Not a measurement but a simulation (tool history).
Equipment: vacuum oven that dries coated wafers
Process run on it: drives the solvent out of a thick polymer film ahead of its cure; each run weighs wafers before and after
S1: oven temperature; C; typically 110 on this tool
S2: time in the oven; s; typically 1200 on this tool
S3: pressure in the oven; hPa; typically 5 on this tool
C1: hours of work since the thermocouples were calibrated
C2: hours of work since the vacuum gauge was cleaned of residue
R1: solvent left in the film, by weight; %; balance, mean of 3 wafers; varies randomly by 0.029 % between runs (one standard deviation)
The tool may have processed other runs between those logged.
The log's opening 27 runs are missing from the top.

run 28 hour=1876.1 | S1=120 S2=840 S3=15.25 | C1=526 C2=361 | R1=1.73
run 29 hour=1944.7 | S1=110 S2=1380 S3=5 | C1=579 C2=414 | R1=1.44
run 30 hour=2020.8 | S1=105 S2=1200 S3=5 | C1=638 C2=473 | R1=2.66
-- hour=2031.6 oven's thermocouples calibrated
run 31 hour=2111.7 | S1=121 S2=1200 S3=5 | C1=62 C2=542 | R1=0.61
run 32 hour=2169.5 | S1=114 S2=1200 S3=3.36 | C1=107 C2=587 | R1=1.24
run 33 hour=2230.6 | S1=114 S2=1200 S3=3.36 | C1=154 C2=634 | R1=1.24
run 34 hour=2319.8 | S1=116 S2=960 S3=5.83 | C1=224 C2=703 | R1=1.7
run 35 hour=2390.6 | S1=117 S2=720 S3=6.38 | C1=279 C2=758 | R1=2.52
run 36 hour=2468.1 | S1=117 S2=720 S3=6.38 | C1=339 C2=818 | R1=2.59
run 37 hour=2534.5 | S1=117 S2=1260 S3=16.01 | C1=390 C2=870 | R1=1.16
run 38 hour=2626.3 | S1=117 S2=1020 S3=16.01 | C1=462 C2=941 | R1=1.62
run 39 hour=2707.9 | S1=117 S2=2040 S3=6.25 | C1=525 C2=1005 | R1=0.35
run 40 hour=2801 | S1=117 S2=2040 S3=6.25 | C1=597 C2=1077 | R1=0.39
run 41 hour=2842.1 | S1=117 S2=1620 S3=2.93 | C1=629 C2=1109 | R1=0.51
-- hour=2864.9 oven's thermocouples calibrated
run 42 hour=2901 | S1=108 S2=1200 S3=5 | C1=28 C2=1153 | R1=2.21
run 43 hour=2987.9 | S1=110 S2=660 S3=5 | C1=95 C2=1220 | R1=4.14
run 44 hour=3046.3 | S1=113 S2=660 S3=5 | C1=141 C2=1266 | R1=3.67
run 45 hour=3108.1 | S1=97 S2=1680 S3=7.21 | C1=189 C2=1314 | R1=3.15
run 46 hour=3188.5 | S1=97 S2=780 S3=7.21 | C1=251 C2=1376 | R1=6.1

Consider 4 possible next runs. They are alternatives, not a sequence: every one starts from the tool as it was left by run 46. What does each give?
run A hour=3246.3 | S1=110 S2=1920 S3=8.19 | C1=296 C2=1421 | R1=?
run B hour=3246.3 | S1=110 S2=1620 S3=7.35 | C1=296 C2=1421 | R1=?
run C hour=3246.3 | S1=103 S2=720 S3=4.22 | C1=296 C2=1421 | R1=?
run D hour=3246.3 | S1=123 S2=2100 S3=7.21 | C1=296 C2=1421 | R1=?

run=A R1=0.95
run=B R1=1.29
run=C R1=5.21
run=D R1=0.24
Without the tool's hidden state the same runs would have given:
run=A R1=0.74
run=B R1=1.06
run=C R1=4.9
run=D R1=0.15
